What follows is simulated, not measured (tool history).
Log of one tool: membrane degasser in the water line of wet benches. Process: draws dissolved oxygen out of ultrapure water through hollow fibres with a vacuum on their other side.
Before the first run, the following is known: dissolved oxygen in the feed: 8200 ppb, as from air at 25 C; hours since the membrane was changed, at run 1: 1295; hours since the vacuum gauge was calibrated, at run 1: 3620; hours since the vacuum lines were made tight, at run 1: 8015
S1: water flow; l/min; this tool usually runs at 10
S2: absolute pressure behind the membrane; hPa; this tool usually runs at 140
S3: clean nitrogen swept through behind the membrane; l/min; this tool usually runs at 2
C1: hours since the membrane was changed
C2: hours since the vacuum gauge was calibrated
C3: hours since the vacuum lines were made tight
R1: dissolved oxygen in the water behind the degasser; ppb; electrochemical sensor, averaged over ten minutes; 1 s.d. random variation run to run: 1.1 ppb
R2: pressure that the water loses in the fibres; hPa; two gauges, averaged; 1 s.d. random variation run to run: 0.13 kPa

run 1 hour=0 | S1=10 S2=140 S3=2 | C1=1295 C2=3620 C3=8015 | R1=154.6 R2=276.9
run 2 hour=34.1 | S1=10 S2=140 S3=2 | C1=1329 C2=3654 C3=8049 | R1=156.2 R2=278.2
run 3 hour=55.7 | S1=10 S2=140 S3=2 | C1=1351 C2=3675 C3=8070 | R1=154.3 R2=277.9
run 4 hour=98.6 | S1=10 S2=140 S3=2 | C1=1394 C2=3718 C3=8113 | R1=154.5 R2=277.9
run 5 hour=133.4 | S1=10 S2=140 S3=2 | C1=1428 C2=3753 C3=8148 | R1=152.2 R2=280.4
run 6 hour=177.2 | S1=10 S2=140 S3=1.2 | C1=1472 C2=3797 C3=8192 | R1=236.7 R2=279.1
run 7 hour=228.1 | S1=15 S2=140 S3=2 | C1=1523 C2=3848 C3=8243 | R1=241.6 R2=416.9
run 8 hour=273.6 | S1=15 S2=140 S3=2 | C1=1569 C2=3893 C3=8288 | R1=244 R2=419.6
run 9 hour=305.5 | S1=10 S2=140 S3=3.02 | C1=1601 C2=3925 C3=8320 | R1=107.4 R2=277.4
run 10 hour=344.5 | S1=10 S2=170 S3=0.9 | C1=1639 C2=3964 C3=8359 | R1=382.9 R2=279
run 11 hour=371.8 | S1=10 S2=170 S3=0.9 | C1=1667 C2=3992 C3=8386 | R1=380.1 R2=278.6
run 12 hour=393.3 | S1=10 S2=240 S3=2 | C1=1688 C2=4013 C3=8408 | R1=279.2 R2=278.7
run 13 hour=414.7 | S1=6 S2=240 S3=4.58 | C1=1710 C2=4034 C3=8429 | R1=79.1 R2=165.8
run 14 hour=440.6 | S1=9 S2=240 S3=2.36 | C1=1736 C2=4060 C3=8455 | R1=218.7 R2=251.5
run 15 hour=490.7 | S1=13 S2=225 S3=1.2 | C1=1786 C2=4110 C3=8505 | R1=515.9 R2=361.7
run 16 hour=523 | S1=9 S2=169 S3=5.25 | C1=1818 C2=4143 C3=8538 | R1=74.4 R2=250.9

Predict each of these 5 candidate next runs independently; none follows another, all start after run 16:
run A hour=574.2 | S1=15 S2=169 S3=5.82 | C1=1869 C2=4194 C3=8589 | R1=? R2=?
run B hour=574.2 | S1=12 S2=169 S3=5.25 | C1=1869 C2=4194 C3=8589 | R1=? R2=?
run C hour=574.2 | S1=7 S2=165 S3=2 | C1=1869 C2=4194 C3=8589 | R1=? R2=?
run D hour=574.2 | S1=6 S2=96 S3=5.22 | C1=1869 C2=4194 C3=8589 | R1=? R2=?
run E hour=574.2 | S1=8 S2=169 S3=5.25 | C1=1869 C2=4194 C3=8589 | R1=? R2=?

run=A R1=135.1 R2=419.6
run=B R1=106.2 R2=335.3
run=C R1=130.7 R2=195.5
run=D R1=24.3 R2=167.4
run=E R1=64.5 R2=223.2
Stripped of hidden state, with their random variation kept, the same runs would have yielded:
run=A R1=128.6 R2=417.1
run=B R1=100 R2=333.3
run=C R1=118.3 R2=194.4
run=D R1=21.4 R2=166.4
run=E R1=58.9 R2=221.9

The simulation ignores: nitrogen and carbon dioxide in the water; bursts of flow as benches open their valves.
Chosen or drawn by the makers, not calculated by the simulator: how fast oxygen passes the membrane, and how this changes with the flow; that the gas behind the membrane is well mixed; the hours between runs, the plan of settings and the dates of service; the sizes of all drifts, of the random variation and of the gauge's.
